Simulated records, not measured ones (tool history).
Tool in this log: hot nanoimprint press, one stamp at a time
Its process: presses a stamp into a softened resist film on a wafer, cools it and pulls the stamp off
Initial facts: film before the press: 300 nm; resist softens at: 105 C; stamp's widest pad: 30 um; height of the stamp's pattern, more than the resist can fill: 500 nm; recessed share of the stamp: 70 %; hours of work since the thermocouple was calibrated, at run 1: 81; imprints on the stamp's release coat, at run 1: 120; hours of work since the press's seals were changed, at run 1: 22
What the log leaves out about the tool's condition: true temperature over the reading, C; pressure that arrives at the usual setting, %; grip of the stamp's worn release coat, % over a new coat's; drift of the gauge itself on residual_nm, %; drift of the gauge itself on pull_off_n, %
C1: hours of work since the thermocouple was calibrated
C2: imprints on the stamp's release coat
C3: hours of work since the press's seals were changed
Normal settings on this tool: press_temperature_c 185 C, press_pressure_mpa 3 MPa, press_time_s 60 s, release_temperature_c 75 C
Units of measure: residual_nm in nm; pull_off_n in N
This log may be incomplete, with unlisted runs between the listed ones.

run 1 hour=0 | press_temperature_c=185 press_pressure_mpa=3 press_time_s=60 release_temperature_c=75 | C1=81 C2=120 C3=22 | residual_nm=111.4 pull_off_n=212
run 2 hour=7 | press_temperature_c=185 press_pressure_mpa=3 press_time_s=60 release_temperature_c=75 | C1=85 C2=139 C3=26 | residual_nm=111.9 pull_off_n=211
run 3 hour=20.6 | press_temperature_c=185 press_pressure_mpa=3 press_time_s=60 release_temperature_c=75 | C1=92 C2=177 C3=33 | residual_nm=111.8 pull_off_n=211
run 4 hour=36 | press_temperature_c=185 press_pressure_mpa=3 press_time_s=60 release_temperature_c=75 | C1=100 C2=220 C3=41 | residual_nm=111.9 pull_off_n=212
run 5 hour=48.2 | press_temperature_c=185 press_pressure_mpa=3 press_time_s=55 release_temperature_c=75 | C1=106 C2=254 C3=47 | residual_nm=115.3 pull_off_n=213
run 6 hour=55.9 | press_temperature_c=185 press_pressure_mpa=3 press_time_s=55 release_temperature_c=75 | C1=110 C2=275 C3=51 | residual_nm=115 pull_off_n=213
run 7 hour=63.7 | press_temperature_c=185 press_pressure_mpa=3 press_time_s=55 release_temperature_c=75 | C1=114 C2=297 C3=55 | residual_nm=115.3 pull_off_n=215
run 8 hour=76.8 | press_temperature_c=185 press_pressure_mpa=3 press_time_s=55 release_temperature_c=75 | C1=120 C2=333 C3=62 | residual_nm=115 pull_off_n=210
run 9 hour=84.3 | press_temperature_c=185 press_pressure_mpa=3 press_time_s=55 release_temperature_c=75 | C1=124 C2=354 C3=65 | residual_nm=115.2 pull_off_n=213
run 10 hour=100.1 | press_temperature_c=185 press_pressure_mpa=3 press_time_s=55 release_temperature_c=75 | C1=132 C2=398 C3=74 | residual_nm=115.4 pull_off_n=213
run 11 hour=108.2 | press_temperature_c=185 press_pressure_mpa=3 press_time_s=55 release_temperature_c=75 | C1=137 C2=420 C3=78 | residual_nm=115.3 pull_off_n=213
run 12 hour=120.5 | press_temperature_c=185 press_pressure_mpa=4.43 press_time_s=101 release_temperature_c=82 | C1=143 C2=454 C3=84 | residual_nm=73.3 pull_off_n=202
run 13 hour=130.8 | press_temperature_c=185 press_pressure_mpa=4.43 press_time_s=101 release_temperature_c=82 | C1=148 C2=483 C3=89 | residual_nm=73.4 pull_off_n=206

Run 14, settings as shown, results not yet in. Your forecast:
run 14 hour=143.4 | press_temperature_c=185 press_pressure_mpa=4.43 press_time_s=101 release_temperature_c=82 | C1=155 C2=518 C3=96 | residual_nm=? pull_off_n=?

residual_nm: 73.6 nm
pull_off_n: 204 N
On a tool with no hidden condition, and with the same random variation, this run would have come out at residual_nm 73.6 nm, pull_off_n 203 N.
